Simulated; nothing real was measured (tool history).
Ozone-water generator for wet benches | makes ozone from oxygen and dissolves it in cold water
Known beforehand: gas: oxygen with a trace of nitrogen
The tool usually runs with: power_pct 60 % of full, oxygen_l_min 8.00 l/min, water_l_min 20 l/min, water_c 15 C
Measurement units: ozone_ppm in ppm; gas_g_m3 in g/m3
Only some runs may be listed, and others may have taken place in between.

run     day  power_pct  oxygen_l_min  water_l_min  water_c  ozone_ppm  gas_g_m3
  1   0.000         60          8.00           20       15       13.5     129.7
  2   3.117         60          4.08           20       15       13.9     189.0
  3   4.662         60          4.08           20       15       14.0     192.4
  4   6.617         60          4.08           20       15       13.8     191.2
  5   9.688         60          4.08           20       15       13.7     190.5
  6  12.171         60          8.00           13       15       18.5     128.5
  7  14.075         60          8.00           20       15       13.3     127.9
  8  17.150         60          8.00           20       19       12.3     127.8
  9  19.721         60          8.00           20       15       13.4     127.3
 10  21.954         60          8.00           20       15       13.3     128.1
     22.683  -- contactor cleaned
 11  23.596         60         12.28           20       15       12.9      97.0
 12  25.283         60         12.28           20       15       12.7      99.9
 13  27.579         51          8.00           20       12       12.7     110.4
 14  30.633         51          8.00           20       12       12.7     108.7
 15  32.650         67         12.06           18       12       16.0     108.3
 16  34.046         67         12.06           18       12       16.0     108.7
 17  36.050         63         12.06           13       12       18.7     103.0
 18  37.608         64          7.27           22       22       12.0     140.5

What will run 19 give?
 19  39.833         64          7.27           22       22          ?         ?

ozone_ppm: 11.9 ppm
gas_g_m3: 139.5 g/m3
Without the tool's hidden state the same run would have given ozone_ppm 12.9 ppm, gas_g_m3 149.1 g/m3.
